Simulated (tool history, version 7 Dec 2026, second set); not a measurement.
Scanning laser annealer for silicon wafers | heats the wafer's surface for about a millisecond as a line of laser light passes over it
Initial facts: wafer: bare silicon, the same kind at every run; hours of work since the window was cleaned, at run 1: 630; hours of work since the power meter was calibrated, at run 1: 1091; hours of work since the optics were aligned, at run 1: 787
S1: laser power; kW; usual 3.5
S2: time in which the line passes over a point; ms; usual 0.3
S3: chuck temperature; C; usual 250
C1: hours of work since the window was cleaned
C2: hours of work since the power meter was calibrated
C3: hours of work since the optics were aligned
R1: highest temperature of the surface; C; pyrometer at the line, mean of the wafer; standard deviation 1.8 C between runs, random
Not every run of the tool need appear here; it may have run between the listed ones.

run 1 hour=0 | S1=3.5 S2=0.3 S3=250 | C1=630 C2=1091 C3=787 | R1=927
run 2 hour=55.5 | S1=3.5 S2=0.3 S3=250 | C1=664 C2=1124 C3=820 | R1=924
run 3 hour=93.4 | S1=3.5 S2=0.3 S3=250 | C1=686 C2=1147 C3=843 | R1=925
run 4 hour=137.6 | S1=3.5 S2=0.3 S3=250 | C1=713 C2=1174 C3=870 | R1=921
run 5 hour=180.8 | S1=3.5 S2=0.3 S3=250 | C1=739 C2=1200 C3=896 | R1=918
run 6 hour=214 | S1=3.5 S2=0.3 S3=250 | C1=759 C2=1220 C3=916 | R1=916
run 7 hour=247.4 | S1=3.5 S2=0.3 S3=250 | C1=779 C2=1240 C3=936 | R1=916
-- hour=253.3 window over the wafer cleaned
run 8 hour=286.7 | S1=3.5 S2=0.3 S3=250 | C1=20 C2=1263 C3=958 | R1=887
run 9 hour=316.3 | S1=3.5 S2=0.3 S3=271 | C1=38 C2=1281 C3=976 | R1=907
-- hour=358.5 optics aligned, line set to its width
run 10 hour=388.3 | S1=3.5 S2=0.3 S3=271 | C1=78 C2=1321 C3=18 | R1=912

Run 11 is up next; what results do you expect?
run 11 hour=431 | S1=3.5 S2=0.3 S3=271 | C1=104 C2=1347 C3=44 | R1=?

{"run 11": {"R1": 911}}
Had the tool carried no hidden state, the very same run would have given R1 994 C.

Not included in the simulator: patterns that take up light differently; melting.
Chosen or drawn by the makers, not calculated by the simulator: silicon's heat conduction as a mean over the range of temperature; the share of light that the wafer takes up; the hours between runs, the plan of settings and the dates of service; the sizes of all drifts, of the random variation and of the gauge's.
